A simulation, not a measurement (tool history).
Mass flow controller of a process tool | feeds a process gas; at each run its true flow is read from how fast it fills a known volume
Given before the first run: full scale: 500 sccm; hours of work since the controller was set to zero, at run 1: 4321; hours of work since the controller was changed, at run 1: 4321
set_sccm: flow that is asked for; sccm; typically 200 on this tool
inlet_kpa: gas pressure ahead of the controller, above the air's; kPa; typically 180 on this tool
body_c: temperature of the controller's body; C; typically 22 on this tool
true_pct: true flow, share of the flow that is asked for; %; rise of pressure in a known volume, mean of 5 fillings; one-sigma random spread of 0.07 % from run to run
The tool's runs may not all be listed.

run,hour,set_sccm,inlet_kpa,body_c,hours of work since the controller was set to zero,hours of work since the controller was changed,true_pct
1,0,200,180,22,4321,4321,99.33
2,186.5,200,180,28,4409,4409,98.73
3,410.5,200,180,28,4515,4515,98.54
4,684.9,200,180,28,4646,4646,98.71
5,974.9,200,186,28,4783,4783,98.76
6,1136.6,200,186,28,4860,4860,98.83
7,1453.9,200,180,22,5011,5011,99.36
8,1722.6,200,190,22,5138,5138,99.37
# hour 1741.9: controller's zero set anew
9,1914.6,200,180,22,82,5229,99.01
10,2120.5,200,180,33,180,5327,97.95
11,2293.9,200,168,33,262,5409,97.83
12,2560.6,200,213,30,388,5535,98.48
13,2754.1,252,230,27,480,5627,99.45
# hour 3027.2: controller's zero set anew, once more
14,3036.2,252,230,27,4,5761,100.67
15,3321.8,63,255,22,140,5896,100.36
16,3554.3,100,144,22,250,6007,99.95
17,3820.4,100,144,22,376,6133,100.05
18,3995.3,225,154,32,459,6216,99.75
19,4294.8,94,154,32,601,6358,99.13
20,4604.2,146,162,22,748,6505,100.46
21,4841,146,239,22,861,6617,100.76
22,5077.9,200,250,24,973,6730,101.04

Here are 4 independent what-if runs from the current tool condition. What would each one return?
A,5309.2,102,265,38,1083,6839,?
B,5309.2,100,273,34,1083,6839,?
C,5309.2,200,250,36,1083,6839,?
D,5309.2,200,188,24,1083,6839,?

run,true_pct
A,98.99
B,99.41
C,99.89
D,100.75
With the hidden condition removed and each run's random variation left untouched, the same runs would have given:
run,true_pct
A,97.21
B,97.64
C,97.86
D,98.72

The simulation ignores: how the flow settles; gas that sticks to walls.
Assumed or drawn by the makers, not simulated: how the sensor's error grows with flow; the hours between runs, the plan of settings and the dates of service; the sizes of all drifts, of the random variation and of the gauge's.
